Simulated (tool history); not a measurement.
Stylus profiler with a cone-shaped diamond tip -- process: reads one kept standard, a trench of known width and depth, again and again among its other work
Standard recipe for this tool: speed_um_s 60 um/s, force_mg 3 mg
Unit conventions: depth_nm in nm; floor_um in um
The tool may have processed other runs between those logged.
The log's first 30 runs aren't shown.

run    hour  speed_um_s  force_mg  scans with this tip  hours of work since the height scale was calibrated  depth_nm  floor_um
 31  1587.1          17      7.09                16245                                                  258    102.52     28.13
     1623.5  -- new tip fitted, height scale calibrated
 32    1651          62      2.25                  230                                                   19    101.16     28.42
 33  1721.9          62      2.25                  827                                                   70    101.18     28.42
 34  1761.6          62      2.25                 1160                                                   98    101.16     28.37
 35  1794.9          41      8.84                 1440                                                  121    102.93     28.56
 36  1843.3          41      8.84                 1847                                                  155     102.9     28.53
 37  1902.7          41      8.84                 2347                                                  197    102.92     28.54
 38  1937.1         233      6.01                 2636                                                  222    102.22     27.86
 39    1968         233      6.01                 2895                                                  243    102.21      27.9

Branching from run 39: 4 alternative next runs. What would each branch give?
  A  2024.3         233      1.71                 3368                                                  283         ?         ?
  B  2024.3         161      6.01                 3368                                                  283         ?         ?
  C  2024.3         233      1.94                 3368                                                  283         ?         ?
  D  2024.3         233       7.3                 3368                                                  283         ?         ?

run  depth_nm  floor_um
  A    100.92     27.19
  B    102.24     28.06
  C    101.05     27.24
  D    102.53     27.94
What these runs would have given with no unlogged condition in the tool:
run  depth_nm  floor_um
  A    100.95     27.32
  B    102.27     28.18
  C    101.08     27.37
  D    102.56     28.06
